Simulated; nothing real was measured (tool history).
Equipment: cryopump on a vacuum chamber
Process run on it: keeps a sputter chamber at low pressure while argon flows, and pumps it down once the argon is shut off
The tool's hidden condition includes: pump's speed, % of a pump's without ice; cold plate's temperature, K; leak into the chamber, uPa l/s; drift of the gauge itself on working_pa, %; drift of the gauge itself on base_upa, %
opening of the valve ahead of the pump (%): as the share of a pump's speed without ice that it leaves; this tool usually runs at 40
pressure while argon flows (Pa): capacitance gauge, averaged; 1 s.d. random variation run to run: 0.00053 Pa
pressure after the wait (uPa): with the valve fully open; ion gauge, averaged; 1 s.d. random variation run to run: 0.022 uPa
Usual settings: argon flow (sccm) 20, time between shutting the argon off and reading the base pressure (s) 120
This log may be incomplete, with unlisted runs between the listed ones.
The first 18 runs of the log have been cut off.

run   hour  argon flow (sccm)  time between shutting the argon off and reading the base pressure (s)  opening of the valve ahead of the pump (%)  hours of work since the pump was warmed up and emptied  hours of work since the cold head was overhauled  hours of work since the chamber's fittings were tightened  pressure while argon flows (Pa)  pressure after the wait (uPa)
 19  221.9                 20                                                                    120                                          25                                                       5                                               628                                                       1252                           0.0666                            0.7
 20    237                 20                                                                    120                                          25                                                      15                                               638                                                       1261                           0.0665                            0.7
 21  253.9                 20                                                                    120                                          25                                                      26                                               649                                                       1272                           0.0651                           0.75
 22  266.9                  9                                                                     68                                          25                                                      34                                               657                                                       1281                           0.0297                            1.1
 23  276.1                 20                                                                     93                                          40                                                      40                                               663                                                       1287                           0.0412                           0.85
 24  284.1                 11                                                                    141                                          33                                                      45                                               668                                                       1292                           0.0274                           0.65
 25  301.3                 11                                                                    141                                          33                                                      56                                               679                                                       1303                           0.0279                           0.66
 26  318.3                 20                                                                    120                                          33                                                      67                                               690                                                       1314                           0.0503                            0.7
 27    329                  9                                                                     72                                          37                                                      74                                               697                                                       1321                           0.0203                           1.06
 28  340.3                 20                                                                     27                                          40                                                      81                                               704                                                       1328                           0.0424                           2.41
 29  356.2                 20                                                                     27                                          40                                                      92                                               715                                                       1338                           0.0422                           2.42
 30  371.2                 20                                                                     27                                          40                                                     101                                               724                                                       1348                            0.042                           2.33
 31  382.2                 20                                                                    123                                          24                                                     108                                               731                                                       1355                           0.0698                           0.74
 32  394.8                 20                                                                    123                                          24                                                     117                                               740                                                       1363                           0.0698                           0.73
 33  413.3                 19                                                                     25                                          27                                                     128                                               751                                                       1375                           0.0593                            2.6
 34  423.5                 19                                                                     25                                          27                                                     135                                               758                                                       1382                           0.0602                           2.53

Below are 3 alternative next runs, each starting from the tool's condition after run 34. Predict each:
  A  439.2                 14                                                                    120                                          17                                                     145                                               768                                                       1392                                ?                              ?
  B  439.2                 13                                                                     25                                          28                                                     145                                               768                                                       1392                                ?                              ?
  C  439.2                 10                                                                     25                                          27                                                     145                                               768                                                       1392                                ?                              ?

run  pressure while argon flows (Pa)  pressure after the wait (uPa)
  A                            0.068                           0.75
  B                           0.0382                           2.53
  C                            0.032                           2.58
Stripped of hidden state, with their random variation kept, the same runs would have yielded:
run  pressure while argon flows (Pa)  pressure after the wait (uPa)
  A                           0.0669                           0.62
  B                           0.0372                           2.41
  C                           0.0312                           2.45
